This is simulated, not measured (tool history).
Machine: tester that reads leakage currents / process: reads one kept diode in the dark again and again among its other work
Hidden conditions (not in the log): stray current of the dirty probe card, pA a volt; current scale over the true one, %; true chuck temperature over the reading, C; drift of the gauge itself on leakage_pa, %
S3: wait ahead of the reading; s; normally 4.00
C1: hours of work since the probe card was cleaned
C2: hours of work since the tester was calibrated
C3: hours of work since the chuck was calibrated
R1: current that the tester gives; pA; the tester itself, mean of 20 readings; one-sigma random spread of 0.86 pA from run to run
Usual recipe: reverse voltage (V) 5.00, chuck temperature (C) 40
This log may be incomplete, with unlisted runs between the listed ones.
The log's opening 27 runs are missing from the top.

Run 28, hour 835.7: usual settings but reverse voltage (V) 2.71; C1 3101; C2 116; C3 1808. Result: R1 192.28 pA.
Run 29, hour 857.4: usual settings but reverse voltage (V) 2.71; C1 3112; C2 127; C3 1819. Result: R1 192.91 pA.
Run 30, hour 882.8: usual settings but reverse voltage (V) 5.65; C1 3125; C2 139; C3 1831. Result: R1 279.50 pA.
Run 31, hour 911.0: usual settings but reverse voltage (V) 8.98, S3 1.36 s; C1 3138; C2 153; C3 1845. Result: R1 351.39 pA.
Run 32, hour 938.4: usual settings but reverse voltage (V) 8.98, S3 1.36 s; C1 3152; C2 167; C3 1859. Result: R1 350.62 pA.
Run 33, hour 966.6: usual settings but reverse voltage (V) 8.98, chuck temperature (C) 42, S3 1.36 s; C1 3166; C2 181; C3 1873. Result: R1 411.63 pA.
Run 34, hour 1004.2: usual settings but reverse voltage (V) 16.48, chuck temperature (C) 56, S3 6.68 s; C1 3185; C2 199; C3 1891. Result: R1 1632.13 pA.
Run 35, hour 1033.7: usual settings but reverse voltage (V) 1.84, chuck temperature (C) 56, S3 6.68 s; C1 3199; C2 214; C3 1906. Result: R1 564.19 pA.
Run 36, hour 1060.1: usual settings but reverse voltage (V) 3.03, chuck temperature (C) 58, S3 5.58 s; C1 3212; C2 227; C3 1919. Result: R1 833.30 pA.
At hour 1081.8: probe card cleaned and baked.
Run 37, hour 1089.2: usual settings but reverse voltage (V) 3.03, chuck temperature (C) 58, S3 5.58 s; C1 4; C2 240; C3 1932. Result: R1 824.15 pA.
Run 38, hour 1127.0: usual settings but reverse voltage (V) 3.03, chuck temperature (C) 58, S3 5.58 s; C1 22; C2 259; C3 1951. Result: R1 827.26 pA.
Run 39, hour 1166.3: usual settings but reverse voltage (V) 5.65, chuck temperature (C) 21, S3 6.62 s; C1 42; C2 278; C3 1970. Result: R1 48.30 pA.

Below are 4 alternative next runs, each starting from the tool's condition after run 39. Predict each:
Run A, hour 1202.1: usual settings but reverse voltage (V) 7.01, chuck temperature (C) 21, S3 2.58 s; C1 59; C2 296; C3 1988. Result: R1 ?.
Run B, hour 1202.1: usual settings but reverse voltage (V) 5.65, chuck temperature (C) 51, S3 6.62 s; C1 59; C2 296; C3 1988. Result: R1 ?.
Run C, hour 1202.1: usual settings but chuck temperature (C) 30; C1 59; C2 296; C3 1988. Result: R1 ?.
Run D, hour 1202.1: usual settings but reverse voltage (V) 1.16, chuck temperature (C) 21, S3 6.62 s; C1 59; C2 296; C3 1988. Result: R1 ?.

run      R1
  A   53.39
  B  647.19
  C  104.28
  D   22.35
Take away the tool's hidden state, keep each run's random variation, and the runs would have read:
run      R1
  A   62.56
  B  741.05
  C  121.52
  D   26.28
